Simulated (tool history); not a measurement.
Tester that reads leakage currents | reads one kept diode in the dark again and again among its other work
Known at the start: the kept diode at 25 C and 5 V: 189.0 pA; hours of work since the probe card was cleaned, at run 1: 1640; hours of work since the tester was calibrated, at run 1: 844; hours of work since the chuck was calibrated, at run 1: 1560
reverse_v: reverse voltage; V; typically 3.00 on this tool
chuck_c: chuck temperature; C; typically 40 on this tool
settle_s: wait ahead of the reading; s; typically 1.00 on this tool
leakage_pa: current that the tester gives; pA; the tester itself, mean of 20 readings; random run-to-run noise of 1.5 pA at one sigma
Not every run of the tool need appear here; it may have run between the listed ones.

run   hour  reverse_v  chuck_c  settle_s  hours of work since the probe card was cleaned  hours of work since the tester was calibrated  hours of work since the chuck was calibrated  leakage_pa
  1    0.0       3.00       40      1.00                                            1640                                            844                                          1560      443.92
  2   39.6       3.00       40      1.00                                            1670                                            874                                          1590      443.39
  3   72.7       3.00       40      1.00                                            1694                                            898                                          1614      441.68
  4  101.2       3.00       40      1.00                                            1715                                            919                                          1635      440.56
  5  132.2       3.00       40      1.00                                            1738                                            942                                          1658      440.12
  6  158.7       3.00       40      1.00                                            1758                                            962                                          1678      440.45
     168.8  -- probe card cleaned and baked
  7  190.8       8.16       40      1.00                                              16                                            983                                          1700      672.21
  8  231.0       8.16       40      1.00                                              46                                           1013                                          1729      671.92
  9  265.3       3.00       40      1.46                                              71                                           1039                                          1755      444.13
     275.4  -- probe card cleaned and baked, once more
 10  304.1       1.31       40      1.00                                              21                                           1065                                          1781      313.75
 11  343.7       1.43       40      1.00                                              51                                           1094                                          1811      322.38
 12  365.9       1.43       40      1.00                                              67                                           1111                                          1827      323.47
 13  401.4       1.43       39      1.00                                              93                                           1137                                          1853      299.47
     429.6  -- chuck's temperature calibrated
 14  434.4       3.00       40      1.00                                             116                                           1160                                             4      486.03
 15  474.3       3.00       40      1.00                                             146                                           1190                                            33      484.24
 16  505.7       3.00       40      1.00                                             169                                           1213                                            56      483.68
 17  532.3       3.29       58      0.53                                             189                                           1233                                            76     1699.72
 18  552.0       3.00       40      1.00                                             203                                           1247                                            91      479.47
 19  570.0      15.53       29      4.24                                             217                                           1261                                           104      403.93
 20  600.7      15.53       29      4.24                                             240                                           1283                                           127      404.06
 21  620.6       1.31       27      2.31                                             254                                           1298                                           142      131.42
 22  644.1       1.31       27      2.31                                             272                                           1316                                           159      131.72
 23  668.4       1.19       33      2.71                                             290                                           1334                                           177      200.24
 24  687.9       1.19       33      2.71                                             304                                           1348                                           191      199.85
 25  711.3       3.00       39      6.18                                             322                                           1365                                           209      444.67
 26  741.0       3.00       39      6.18                                             344                                           1387                                           231      444.22
 27  767.3       4.92       39      0.46                                             363                                           1407                                           250      540.68
 28  790.1       4.92       59      1.27                                             380                                           1424                                           267     2093.78
 29  812.8       3.00       24      0.64                                             397                                           1441                                           284      144.27
 30  836.1      16.28       24      1.33                                             414                                           1458                                           301      283.47

What if the next run were any one of these 3? Each begins from the tool's condition after run 30:
  A  863.5      16.28       24      0.47                                             434                                           1478                                           322           ?
  B  863.5       1.68       31      5.10                                             434                                           1478                                           322           ?
  C  863.5       5.34       35      0.44                                             434                                           1478                                           322           ?

run  leakage_pa
  A      289.59
  B      194.23
  C      416.08
Without the tool's unlogged condition, the same runs would have read:
run  leakage_pa
  A      284.87
  B      197.40
  C      421.39
